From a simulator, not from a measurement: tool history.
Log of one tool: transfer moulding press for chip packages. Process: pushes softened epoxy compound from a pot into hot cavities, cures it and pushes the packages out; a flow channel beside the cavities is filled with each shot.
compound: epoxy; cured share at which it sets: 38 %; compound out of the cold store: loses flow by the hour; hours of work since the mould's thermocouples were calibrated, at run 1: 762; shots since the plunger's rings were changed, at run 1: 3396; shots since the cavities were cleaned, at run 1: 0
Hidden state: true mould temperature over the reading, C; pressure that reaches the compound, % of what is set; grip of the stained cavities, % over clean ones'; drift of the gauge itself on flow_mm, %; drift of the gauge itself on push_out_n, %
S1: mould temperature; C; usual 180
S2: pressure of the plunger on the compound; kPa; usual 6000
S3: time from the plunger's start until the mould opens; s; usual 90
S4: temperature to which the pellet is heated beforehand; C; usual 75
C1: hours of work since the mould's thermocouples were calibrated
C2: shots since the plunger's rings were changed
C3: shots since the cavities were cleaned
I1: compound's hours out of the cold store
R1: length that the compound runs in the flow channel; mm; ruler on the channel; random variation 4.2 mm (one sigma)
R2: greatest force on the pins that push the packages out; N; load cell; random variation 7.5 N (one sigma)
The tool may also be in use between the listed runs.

{"run": 1, "hour": 0.0, "S1": 180, "S2": 6000, "S3": 90, "S4": 75, "C1": 762, "C2": 3396, "C3": 0, "I1": 24.3, "R1": 927, "R2": 345}
{"hour": 6.3, "done": "mould's thermocouples calibrated"}
{"run": 2, "hour": 17.8, "S1": 180, "S2": 6000, "S3": 90, "S4": 75, "C1": 9, "C2": 3639, "C3": 243, "I1": 12, "R1": 951, "R2": 382}
{"run": 3, "hour": 32.4, "S1": 180, "S2": 6000, "S3": 90, "S4": 75, "C1": 20, "C2": 3863, "C3": 467, "I1": 22, "R1": 911, "R2": 430}
{"hour": 48.0, "done": "cavities cleaned with cleaning compound and waxed"}
{"run": 4, "hour": 52.3, "S1": 180, "S2": 6000, "S3": 90, "S4": 75, "C1": 34, "C2": 4147, "C3": 67, "I1": 21, "R1": 919, "R2": 337}
{"run": 5, "hour": 74.1, "S1": 180, "S2": 6000, "S3": 90, "S4": 75, "C1": 50, "C2": 4481, "C3": 401, "I1": 35.6, "R1": 878, "R2": 434}
{"hour": 95.4, "done": "cavities cleaned with cleaning compound and waxed"}
{"run": 6, "hour": 105.4, "S1": 176, "S2": 6000, "S3": 90, "S4": 75, "C1": 73, "C2": 4941, "C3": 155, "I1": 22.3, "R1": 929, "R2": 447}
{"run": 7, "hour": 131.1, "S1": 176, "S2": 6000, "S3": 90, "S4": 75, "C1": 92, "C2": 5335, "C3": 549, "I1": 37.7, "R1": 880, "R2": 530}
{"hour": 143.8, "done": "cavities cleaned with cleaning compound and waxed"}
{"run": 8, "hour": 158.2, "S1": 175, "S2": 5020, "S3": 99, "S4": 79, "C1": 111, "C2": 5729, "C3": 222, "I1": 47.3, "R1": 789, "R2": 409}
{"run": 9, "hour": 179.5, "S1": 184, "S2": 6000, "S3": 122, "S4": 74, "C1": 128, "C2": 6056, "C3": 549, "I1": 23.4, "R1": 874, "R2": 415}
{"hour": 190.4, "done": "cavities cleaned with cleaning compound and waxed"}
{"run": 10, "hour": 195.7, "S1": 177, "S2": 5360, "S3": 89, "S4": 75, "C1": 139, "C2": 6283, "C3": 81, "I1": 31.7, "R1": 839, "R2": 387}
{"run": 11, "hour": 216.3, "S1": 177, "S2": 5360, "S3": 127, "S4": 79, "C1": 154, "C2": 6600, "C3": 398, "I1": 42.1, "R1": 810, "R2": 375}
{"hour": 237.3, "done": "plunger's sealing rings changed"}
{"hour": 241.6, "done": "cavities cleaned with cleaning compound and waxed"}
{"run": 12, "hour": 249.0, "S1": 185, "S2": 5140, "S3": 100, "S4": 78, "C1": 176, "C2": 157, "C3": 114, "I1": 28.4, "R1": 847, "R2": 323}

Forecast each of these 5 alternatives for the next run:
{"run": "A", "hour": 268.9, "S1": 185, "S2": 6180, "S3": 107, "S4": 76, "C1": 191, "C2": 463, "C3": 420, "I1": 26, "R1": "?", "R2": "?"}
{"run": "B", "hour": 268.9, "S1": 180, "S2": 6790, "S3": 79, "S4": 78, "C1": 191, "C2": 463, "C3": 420, "I1": 43.7, "R1": "?", "R2": "?"}
{"run": "C", "hour": 268.9, "S1": 180, "S2": 6000, "S3": 90, "S4": 77, "C1": 191, "C2": 463, "C3": 420, "I1": 35.3, "R1": "?", "R2": "?"}
{"run": "D", "hour": 268.9, "S1": 187, "S2": 6000, "S3": 90, "S4": 75, "C1": 191, "C2": 463, "C3": 420, "I1": 24.5, "R1": "?", "R2": "?"}
{"run": "E", "hour": 268.9, "S1": 180, "S2": 6000, "S3": 90, "S4": 71, "C1": 191, "C2": 463, "C3": 420, "I1": 31.5, "R1": "?", "R2": "?"}

run=A R1=925 R2=379
run=B R1=959 R2=463
run=C R1=926 R2=431
run=D R1=912 R2=388
run=E R1=918 R2=428
Without the tool's hidden state the same runs would have given:
run=A R1=933 R2=291
run=B R1=967 R2=350
run=C R1=934 R2=328
run=D R1=919 R2=297
run=E R1=926 R2=326

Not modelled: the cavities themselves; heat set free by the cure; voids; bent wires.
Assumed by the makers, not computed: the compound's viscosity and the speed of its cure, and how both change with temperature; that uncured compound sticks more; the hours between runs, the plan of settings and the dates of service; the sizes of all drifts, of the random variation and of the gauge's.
